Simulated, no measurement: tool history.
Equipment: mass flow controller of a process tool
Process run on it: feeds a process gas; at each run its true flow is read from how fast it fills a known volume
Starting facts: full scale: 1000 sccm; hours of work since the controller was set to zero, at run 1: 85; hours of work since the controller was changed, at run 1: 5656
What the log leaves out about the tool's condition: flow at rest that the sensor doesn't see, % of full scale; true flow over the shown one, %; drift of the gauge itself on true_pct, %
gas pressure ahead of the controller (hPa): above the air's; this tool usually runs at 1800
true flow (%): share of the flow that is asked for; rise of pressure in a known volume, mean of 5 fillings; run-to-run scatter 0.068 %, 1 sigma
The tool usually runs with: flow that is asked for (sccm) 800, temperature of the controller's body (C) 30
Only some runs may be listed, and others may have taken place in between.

| run | day | flow that is asked for (sccm) | gas pressure ahead of the controller (hPa) | temperature of the controller's body (C) | hours of work since the controller was set to zero | hours of work since the controller was changed | true flow (%) |
|---|---|---|---|---|---|---|---|
| 1 | 0 | 800 | 1800 | 30 | 85 | 5656 | 99.93 |
| 2 | 6.746 | 800 | 1920 | 30 | 209 | 5779 | 100.12 |
| 3 | 19.633 | 800 | 1800 | 39 | 444 | 6014 | 99.03 |
| 4 | 33.846 | 297 | 1800 | 30 | 703 | 6274 | 99.65 |
| 5 | 40.229 | 297 | 1800 | 30 | 820 | 6390 | 99.44 |
| 6 | 54.133 | 297 | 2610 | 30 | 1074 | 6644 | 100.1 |
| 7 | 66.133 | 297 | 2610 | 30 | 1293 | 6863 | 99.97 |
| 8 | 75.446 | 297 | 2610 | 30 | 1463 | 7033 | 99.96 |
| 9 | 88.067 | 297 | 2610 | 39 | 1693 | 7264 | 99.06 |
| 10 | 94.958 | 297 | 2610 | 39 | 1819 | 7390 | 98.97 |
| 11 | 107.025 | 297 | 2610 | 39 | 2039 | 7610 | 99.03 |
| 12 | 114.3 | 800 | 2240 | 30 | 2172 | 7743 | 100.37 |
| 13 | 126.921 | 800 | 1800 | 30 | 2403 | 7973 | 99.94 |
| 14 | 133.738 | 800 | 1800 | 30 | 2527 | 8097 | 99.94 |
| 15 | 139.775 | 430 | 1800 | 30 | 2637 | 8208 | 99.47 |
| 16 | 153.575 | 800 | 1500 | 30 | 2889 | 8460 | 99.71 |
| 17 | 162.175 | 800 | 1500 | 30 | 3046 | 8617 | 99.71 |
| 18 | 168.262 | 368 | 1800 | 30 | 3157 | 8728 | 99.31 |
| 19 | 175.267 | 368 | 1800 | 30 | 3285 | 8856 | 99.31 |
| 20 | 186.838 | 800 | 2350 | 30 | 3496 | 9067 | 100.34 |
| 21 | 193.817 | 800 | 2350 | 30 | 3624 | 9194 | 100.44 |
| 22 | 208.383 | 800 | 2060 | 30 | 3890 | 9460 | 100.2 |
| 23 | 214.892 | 800 | 2060 | 30 | 4008 | 9579 | 100.11 |
| 24 | 225.596 | 800 | 2060 | 30 | 4204 | 9774 | 100.08 |
| 25 | 236.342 | 800 | 2060 | 30 | 4400 | 9971 | 100.18 |
| 26 | 242.704 | 800 | 1800 | 22 | 4516 | 10087 | 100.86 |
| 27 | 255.533 | 379 | 2250 | 32 | 4750 | 10321 | 99.25 |
| 28 | 269.858 | 379 | 2430 | 32 | 5012 | 10582 | 99.25 |
|  | 283.775 | controller's zero set anew |
| 29 | 283.975 | 245 | 1800 | 38 | 4 | 10840 | 99.52 |
| 30 | 295.817 | 245 | 1800 | 38 | 220 | 11056 | 99.43 |
| 31 | 302.046 | 607 | 1800 | 38 | 334 | 11170 | 99.63 |
| 32 | 315.312 | 607 | 1800 | 38 | 576 | 11412 | 99.82 |
| 33 | 327.304 | 215 | 1830 | 28 | 795 | 11631 | 100.3 |
| 34 | 337.146 | 215 | 1830 | 28 | 974 | 11810 | 100.04 |
| 35 | 350.971 | 215 | 1830 | 28 | 1227 | 12063 | 100.13 |
| 36 | 359.412 | 383 | 2590 | 30 | 1381 | 12217 | 100.7 |
| 37 | 370.767 | 406 | 2290 | 30 | 1588 | 12424 | 100.58 |
| 38 | 384.371 | 221 | 2080 | 36 | 1836 | 12673 | 99.31 |
| 39 | 399.35 | 162 | 1450 | 28 | 2110 | 12946 | 99.17 |
| 40 | 412.888 | 893 | 1450 | 32 | 2357 | 13193 | 100.28 |
| 41 | 420.992 | 185 | 1550 | 28 | 2505 | 13341 | 99.17 |
| 42 | 434.1 | 185 | 1550 | 28 | 2744 | 13580 | 99.19 |
| 43 | 443.4 | 800 | 1780 | 20 | 2914 | 13750 | 101.55 |
| 44 | 455.483 | 151 | 1700 | 31 | 3135 | 13971 | 98.37 |
| 45 | 462.504 | 736 | 2010 | 39 | 3263 | 14099 | 99.76 |
| 46 | 475.038 | 736 | 2070 | 28 | 3492 | 14328 | 101.04 |
| 47 | 485.546 | 736 | 2070 | 28 | 3683 | 14519 | 100.79 |

Pick out some run-to-run changes in true flow (%). Of each, how much would a tool without hidden state show as well, from the settings, what came in and chance, and how much is left for the hidden state and any gauge scatter not in both results compared?
Run 26 -> 27: flow that is asked for (sccm) 800 -> 379, gas pressure ahead of the controller (hPa) 1800 -> 2250, temperature of the controller's body (C) 22 -> 32. true flow (%) -1.61: hidden state -0.64, all else -0.97.
Run 28 -> 29: flow that is asked for (sccm) 379 -> 245, gas pressure ahead of the controller (hPa) 2430 -> 1800, temperature of the controller's body (C) 32 -> 38, controller's zero set anew. true flow (%) +0.27: hidden state +1.23, all else -0.96.
Run 42 -> 43: flow that is asked for (sccm) 185 -> 800, gas pressure ahead of the controller (hPa) 1550 -> 1780, temperature of the controller's body (C) 28 -> 20. true flow (%) +2.36: hidden state +1.16, all else +1.2.
Run 43 -> 44: flow that is asked for (sccm) 800 -> 151, gas pressure ahead of the controller (hPa) 1780 -> 1700, temperature of the controller's body (C) 20 -> 31. true flow (%) -3.18: hidden state -1.72, all else -1.46.
Run 44 -> 45: flow that is asked for (sccm) 151 -> 736, gas pressure ahead of the controller (hPa) 1700 -> 2010, temperature of the controller's body (C) 31 -> 39. true flow (%) +1.39: hidden state +1.68, all else -0.29.
